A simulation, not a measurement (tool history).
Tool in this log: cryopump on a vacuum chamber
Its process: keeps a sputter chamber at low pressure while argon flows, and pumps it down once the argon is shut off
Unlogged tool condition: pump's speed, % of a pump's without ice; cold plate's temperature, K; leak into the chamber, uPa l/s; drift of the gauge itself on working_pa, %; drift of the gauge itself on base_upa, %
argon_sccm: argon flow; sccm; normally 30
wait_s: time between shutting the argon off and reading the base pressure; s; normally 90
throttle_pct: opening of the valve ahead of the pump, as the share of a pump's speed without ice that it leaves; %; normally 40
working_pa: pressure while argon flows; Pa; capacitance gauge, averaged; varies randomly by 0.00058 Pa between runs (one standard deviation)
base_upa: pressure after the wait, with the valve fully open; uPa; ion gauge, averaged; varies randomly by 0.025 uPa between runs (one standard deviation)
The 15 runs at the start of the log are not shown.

| run | day | argon_sccm | wait_s | throttle_pct | hours of work since the pump was warmed up and emptied | hours of work since the cold head was overhauled | hours of work since the chamber's fittings were tightened | working_pa | base_upa |
|---|---|---|---|---|---|---|---|---|---|
| 16 | 27.617 | 30 | 74 | 40 | 968 | 968 | 239 | 0.0786 | 1.19 |
| 17 | 29.712 | 30 | 74 | 40 | 993 | 993 | 263 | 0.0786 | 1.28 |
| 18 | 31.121 | 30 | 243 | 58 | 1009 | 1009 | 280 | 0.0549 | 0.58 |
| 19 | 33.396 | 35 | 90 | 42 | 1036 | 1036 | 307 | 0.0873 | 1.11 |
| 20 | 35.221 | 35 | 90 | 42 | 1058 | 1058 | 328 | 0.0876 | 1.11 |
| 21 | 37.367 | 15 | 205 | 48 | 1083 | 1083 | 354 | 0.0339 | 0.69 |
|  | 39.833 | pump warmed up, emptied and cooled again |
| 22 | 39.85 | 30 | 90 | 16 | 0 | 1110 | 381 | 0.1861 | 1.08 |
| 23 | 41.942 | 36 | 90 | 16 | 25 | 1135 | 405 | 0.2237 | 1.03 |
| 24 | 43.012 | 31 | 90 | 39 | 38 | 1148 | 418 | 0.0788 | 1.03 |
| 25 | 44.996 | 31 | 90 | 39 | 61 | 1171 | 442 | 0.0799 | 1.08 |
| 26 | 46.946 | 16 | 31 | 28 | 84 | 1194 | 465 | 0.058 | 2.6 |
| 27 | 49.333 | 19 | 130 | 28 | 112 | 1222 | 493 | 0.0683 | 0.8 |
| 28 | 51.533 | 19 | 105 | 40 | 138 | 1248 | 519 | 0.0471 | 1 |
| 29 | 53.788 | 13 | 103 | 45 | 165 | 1275 | 545 | 0.0293 | 1.02 |
| 30 | 55.933 | 12 | 95 | 40 | 190 | 1300 | 571 | 0.031 | 1.08 |
| 31 | 58.283 | 12 | 23 | 24 | 218 | 1328 | 599 | 0.0503 | 3.39 |
| 32 | 59.9 | 30 | 90 | 22 | 237 | 1347 | 618 | 0.1361 | 1.14 |
| 33 | 62.262 | 29 | 29 | 33 | 265 | 1375 | 646 | 0.0889 | 2.8 |

5 options for the next run, each taken on its own from the tool as it stands now. Forecast them:
| A | 64.171 | 30 | 254 | 23 | 288 | 1398 | 668 | ? | ? |
| B | 64.171 | 52 | 84 | 23 | 288 | 1398 | 668 | ? | ? |
| C | 64.171 | 29 | 174 | 33 | 288 | 1398 | 668 | ? | ? |
| D | 64.171 | 27 | 29 | 43 | 288 | 1398 | 668 | ? | ? |
| E | 64.171 | 28 | 90 | 40 | 288 | 1398 | 668 | ? | ? |

| run | working_pa | base_upa |
|---|---|---|
| A | 0.1292 | 0.65 |
| B | 0.2244 | 1.19 |
| C | 0.0881 | 0.75 |
| D | 0.0642 | 2.79 |
| E | 0.0696 | 1.14 |
Without the tool's hidden state the same runs would have given:
| run | working_pa | base_upa |
|---|---|---|
| A | 0.1279 | 0.47 |
| B | 0.2221 | 1 |
| C | 0.0869 | 0.56 |
| D | 0.063 | 2.61 |
| E | 0.0684 | 0.96 |

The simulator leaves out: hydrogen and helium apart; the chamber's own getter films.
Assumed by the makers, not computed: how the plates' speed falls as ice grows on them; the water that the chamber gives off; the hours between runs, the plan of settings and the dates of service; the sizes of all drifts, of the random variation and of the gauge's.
